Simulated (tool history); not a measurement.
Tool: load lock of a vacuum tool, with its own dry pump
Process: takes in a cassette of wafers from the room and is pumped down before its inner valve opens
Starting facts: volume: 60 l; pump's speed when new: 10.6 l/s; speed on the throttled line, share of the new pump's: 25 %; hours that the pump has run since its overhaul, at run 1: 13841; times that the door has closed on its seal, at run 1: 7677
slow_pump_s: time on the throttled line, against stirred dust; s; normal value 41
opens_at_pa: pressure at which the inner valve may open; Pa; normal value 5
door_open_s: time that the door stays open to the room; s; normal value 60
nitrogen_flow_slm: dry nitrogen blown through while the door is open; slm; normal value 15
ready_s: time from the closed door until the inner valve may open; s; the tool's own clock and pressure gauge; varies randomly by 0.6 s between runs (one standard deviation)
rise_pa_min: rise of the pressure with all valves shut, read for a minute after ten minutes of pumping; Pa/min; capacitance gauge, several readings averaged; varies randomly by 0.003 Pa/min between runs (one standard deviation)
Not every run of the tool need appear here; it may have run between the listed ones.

| run | day | slow_pump_s | opens_at_pa | door_open_s | nitrogen_flow_slm | hours that the pump has run since its overhaul | times that the door has closed on its seal | incoming humidity of the room's air, % | ready_s | rise_pa_min |
|---|---|---|---|---|---|---|---|---|---|---|
| 1 | 0 | 41 | 5 | 60 | 15 | 13841 | 7677 | 46.7 | 96.6 | 0.038 |
| 2 | 10.667 | 41 | 5 | 60 | 15 | 14097 | 8153 | 41.8 | 96.9 | 0.037 |
| 3 | 19.721 | 41 | 5 | 60 | 15 | 14314 | 8557 | 42.9 | 97.3 | 0.033 |
| 4 | 29.238 | 41 | 5 | 60 | 15 | 14542 | 8982 | 44.2 | 97.4 | 0.035 |
| 5 | 34.379 | 41 | 5 | 60 | 15 | 14666 | 9212 | 45.5 | 97.2 | 0.032 |
| 6 | 41.792 | 41 | 5 | 35 | 15 | 14844 | 9542 | 45.9 | 98.8 | 0.026 |
| 7 | 47.908 | 41 | 5 | 35 | 15 | 14991 | 9815 | 41.2 | 98.3 | 0.034 |
| 8 | 56.462 | 41 | 5 | 35 | 15 | 15196 | 10197 | 44.8 | 98.8 | 0.036 |
| 9 | 61.154 | 41 | 5 | 35 | 15 | 15308 | 10406 | 47.2 | 98.4 | 0.039 |
| 10 | 66.325 | 41 | 5 | 35 | 15 | 15433 | 10637 | 48.3 | 97.3 | 0.034 |
| 11 | 75.221 | 41 | 5 | 35 | 15 | 15646 | 11034 | 46.6 | 98.2 | 0.038 |
| 12 | 83.617 | 23 | 4 | 35 | 12 | 15848 | 11409 | 45.6 | 87.6 | 0.039 |
| 13 | 93.6 | 24 | 4 | 42 | 34 | 16087 | 11854 | 45.5 | 88.8 | 0.036 |
| 14 | 104.946 | 45 | 8 | 227 | 15 | 16359 | 12361 | 43.6 | 98.1 | 0.069 |
| 15 | 116.204 | 45 | 8 | 227 | 15 | 16630 | 12863 | 43.8 | 98.8 | 0.074 |
| 16 | 123.921 | 45 | 8 | 227 | 15 | 16815 | 13207 | 47.2 | 98.9 | 0.074 |
| 17 | 130.562 | 45 | 8 | 227 | 15 | 16974 | 13504 | 46.8 | 98.7 | 0.074 |
| 18 | 139.092 | 45 | 8 | 227 | 15 | 17179 | 13885 | 47.5 | 99 | 0.077 |
| 19 | 146.129 | 41 | 4 | 60 | 15 | 17348 | 14198 | 43.7 | 101 | 0.05 |
| 20 | 157.696 | 41 | 9 | 86 | 8 | 17625 | 14715 | 45.4 | 95.8 | 0.063 |
| 21 | 165.05 | 41 | 9 | 86 | 8 | 17802 | 15043 | 46.7 | 94.5 | 0.067 |

Alternative continuations, all from the tool just after run 21; predict every row:
| A | 176.671 | 41 | 5 | 158 | 6 | 18081 | 15562 | 44.5 | ? | ? |
| B | 176.671 | 56 | 9 | 86 | 8 | 18081 | 15562 | 45.3 | ? | ? |
| C | 176.671 | 58 | 9 | 100 | 12 | 18081 | 15562 | 46 | ? | ? |

| run | ready_s | rise_pa_min |
|---|---|---|
| A | 99.8 | 0.089 |
| B | 107 | 0.067 |
| C | 107.6 | 0.068 |
Had the tool no hidden state, the same runs would have come out as:
| run | ready_s | rise_pa_min |
|---|---|---|
| A | 86.5 | 0.049 |
| B | 95.7 | 0.028 |
| C | 96.7 | 0.027 |
